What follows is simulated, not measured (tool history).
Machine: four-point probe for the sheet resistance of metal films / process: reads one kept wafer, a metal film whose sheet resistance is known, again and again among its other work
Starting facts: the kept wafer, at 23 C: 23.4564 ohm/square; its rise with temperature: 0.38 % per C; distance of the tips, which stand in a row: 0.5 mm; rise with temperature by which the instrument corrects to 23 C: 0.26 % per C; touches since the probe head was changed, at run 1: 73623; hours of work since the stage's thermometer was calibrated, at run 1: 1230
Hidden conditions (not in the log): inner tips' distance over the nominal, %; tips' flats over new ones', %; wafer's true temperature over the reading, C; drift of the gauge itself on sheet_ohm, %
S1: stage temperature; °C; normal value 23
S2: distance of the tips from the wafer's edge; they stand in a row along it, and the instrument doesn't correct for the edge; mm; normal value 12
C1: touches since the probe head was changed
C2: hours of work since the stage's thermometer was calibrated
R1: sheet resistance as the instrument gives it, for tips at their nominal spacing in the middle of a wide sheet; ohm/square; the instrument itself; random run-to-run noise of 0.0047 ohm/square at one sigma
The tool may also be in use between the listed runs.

| run | hour | S1 | S2 | C1 | C2 | R1 |
|---|---|---|---|---|---|---|
| 1 | 0 | 23 | 12 | 73623 | 1230 | 23.352606 |
| 2 | 30.2 | 23 | 37 | 74527 | 1244 | 23.329304 |
| 3 | 90.6 | 23 | 37 | 76338 | 1271 | 23.31912 |
| 4 | 152.4 | 23 | 37 | 78191 | 1300 | 23.323988 |
| 5 | 206.8 | 23 | 37 | 79822 | 1325 | 23.319541 |
| 6 | 236.6 | 23 | 12 | 80716 | 1339 | 23.343662 |
| 7 | 266.1 | 23 | 12 | 81600 | 1353 | 23.337952 |
| 8 | 326.7 | 23 | 12 | 83418 | 1381 | 23.338308 |
| 9 | 359.6 | 23 | 12 | 84404 | 1396 | 23.33045 |
| 10 | 387.9 | 23 | 51 | 85253 | 1409 | 23.313498 |
| 11 | 447.4 | 23 | 51 | 87037 | 1437 | 23.307475 |
| 12 | 496.4 | 23 | 51 | 88506 | 1459 | 23.307778 |
| 13 | 562.5 | 22 | 51 | 90486 | 1490 | 23.284553 |
| 14 | 607.2 | 22 | 51 | 91827 | 1511 | 23.27961 |
| 15 | 657.8 | 23 | 15 | 93344 | 1534 | 23.321386 |
| 16 | 706 | 23 | 15 | 94788 | 1556 | 23.320797 |
| 17 | 733.7 | 23 | 15 | 95619 | 1569 | 23.312097 |
| 18 | 796 | 22 | 12 | 97487 | 1598 | 23.289124 |
|  | 801.7 | stage's thermometer calibrated |
| 19 | 849.9 | 22 | 12 | 99088 | 22 | 23.311352 |
|  | 871.5 | new probe head fitted |
| 20 | 887.1 | 22 | 12 | 466 | 39 | 23.383833 |
|  | 917.5 | stage's thermometer calibrated, once more |
| 21 | 921.5 | 23 | 13 | 1481 | 2 | 23.351498 |
| 22 | 965.1 | 23 | 13 | 2789 | 22 | 23.348258 |
| 23 | 1032.6 | 23 | 13 | 4814 | 53 | 23.341896 |
| 24 | 1095.1 | 26 | 17 | 6688 | 82 | 23.423331 |
| 25 | 1135.5 | 30 | 3 | 7898 | 101 | 23.859397 |
| 26 | 1173 | 30 | 3 | 9022 | 118 | 23.8632 |
| 27 | 1221 | 20 | 4 | 10462 | 140 | 23.4353 |
| 28 | 1253.3 | 30 | 13 | 11429 | 155 | 23.519974 |
| 29 | 1309.3 | 30 | 13 | 13109 | 181 | 23.526785 |
| 30 | 1365.3 | 29 | 42 | 14787 | 207 | 23.468207 |
| 31 | 1425.5 | 29 | 42 | 16592 | 235 | 23.474 |
| 32 | 1471.5 | 21 | 12 | 17970 | 256 | 23.273613 |
| 33 | 1539.2 | 21 | 12 | 20001 | 288 | 23.280479 |
| 34 | 1576.1 | 22 | 12 | 21108 | 305 | 23.298332 |
| 35 | 1632.6 | 22 | 12 | 22800 | 331 | 23.29305 |
| 36 | 1692 | 22 | 12 | 24582 | 358 | 23.299943 |
| 37 | 1727.4 | 29 | 35 | 25644 | 375 | 23.476139 |
| 38 | 1775.1 | 19 | 28 | 27074 | 397 | 23.20871 |
| 39 | 1823.1 | 29 | 28 | 28514 | 419 | 23.464143 |
| 40 | 1865.8 | 29 | 28 | 29792 | 439 | 23.468426 |
| 41 | 1896.2 | 33 | 16 | 30703 | 453 | 23.575108 |
| 42 | 1957.8 | 26 | 6 | 32550 | 481 | 23.469435 |
| 43 | 2003.3 | 23 | 31 | 33916 | 502 | 23.29763 |
| 44 | 2066.9 | 27 | 3 | 35822 | 532 | 23.742333 |
| 45 | 2118.5 | 21 | 51 | 37369 | 556 | 23.240398 |

How the hidden state differs across the entries between the runs, from the last listed run before each to the first after it:
After run 18, before run 19: stage's thermometer calibrated (hour 801.7)
  inner tips' distance over the nominal, %: -0.784 -> -0.793; tips' flats over new ones', %: 86 -> 87; wafer's true temperature over the reading, C: 0.48 -> 0.69
  the result without the hidden state subtracted from the measured one, R1: -0.156234 -> -0.139318 ohm/square
After run 19, before run 20: new probe head fitted (hour 871.5)
  inner tips' distance over the nominal, %: -0.793 -> -0.501; tips' flats over new ones', %: 87 -> 0; wafer's true temperature over the reading, C: 0.69 -> 0.7
  the result without the hidden state subtracted from the measured one, R1: -0.139318 -> -0.064659 ohm/square
After run 20, before run 21: stage's thermometer calibrated, once more (hour 917.5)
  inner tips' distance over the nominal, %: -0.501 -> -0.507; tips' flats over new ones', %: 0 -> 1; wafer's true temperature over the reading, C: 0.7 -> 0.03
  the result without the hidden state subtracted from the measured one, R1: -0.064659 -> -0.12565 ohm/square

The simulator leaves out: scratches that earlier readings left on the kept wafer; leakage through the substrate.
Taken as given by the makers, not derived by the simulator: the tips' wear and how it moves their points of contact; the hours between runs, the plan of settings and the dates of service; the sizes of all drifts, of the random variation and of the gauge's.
